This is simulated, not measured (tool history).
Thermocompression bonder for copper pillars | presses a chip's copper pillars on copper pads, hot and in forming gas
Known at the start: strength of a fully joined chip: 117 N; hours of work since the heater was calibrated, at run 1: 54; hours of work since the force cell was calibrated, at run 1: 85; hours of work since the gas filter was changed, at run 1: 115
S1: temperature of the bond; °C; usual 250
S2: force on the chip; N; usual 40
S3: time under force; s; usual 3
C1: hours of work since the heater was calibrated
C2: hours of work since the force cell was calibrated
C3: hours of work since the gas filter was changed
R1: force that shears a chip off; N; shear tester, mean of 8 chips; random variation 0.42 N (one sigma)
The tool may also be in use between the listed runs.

run	hour	S1	S2	S3	C1	C2	C3	R1
1	0.0	250	40	3	54	85	115	65.6
# hour 14.2: forming gas filter changed
2	73.7	250	40	3	92	122	31	67.0
3	152.6	250	25	3	133	163	71	55.1
4	187.0	250	25	3	150	181	89	55.2
# hour 257.7: forming gas filter changed
5	268.2	250	25	3	192	222	5	57.0
6	341.0	226	25	3	229	260	43	37.3
# hour 347.3: heater calibrated with a thermocouple chip
7	427.4	226	25	3	41	303	86	39.8
# hour 500.7: forming gas filter changed
8	506.9	226	25	3	82	344	3	40.6
9	575.2	226	33	7	117	379	38	63.2
# hour 617.1: heater calibrated with a thermocouple chip, once more
10	627.5	226	33	7	5	405	64	54.9
11	687.0	273	28	7	36	436	95	94.9
# hour 740.7: forming gas filter changed
12	764.3	253	28	7	76	475	12	80.0
13	821.5	250	57	2	105	505	42	69.9
14	868.8	237	40	6	130	529	66	70.5
15	927.7	241	40	4	160	560	96	66.1

Forecast each of these 5 alternatives for the next run:
# hour 978.8: forming gas filter changed
A	997.7	258	33	7	196	596	10	?
# hour 978.8: forming gas filter changed
B	997.7	241	38	4	196	596	10	?
# hour 978.8: forming gas filter changed
C	997.7	250	40	2	196	596	10	?
# hour 978.8: forming gas filter changed
D	997.7	233	45	2	196	596	10	?
# hour 978.8: forming gas filter changed
E	997.7	264	40	2	196	596	10	?

run	R1
A	91.7
B	67.3
C	62.6
D	49.3
E	75.4
Without the tool's hidden state the same runs would have given:
run	R1
A	86.5
B	61.6
C	57.1
D	44.3
E	69.9
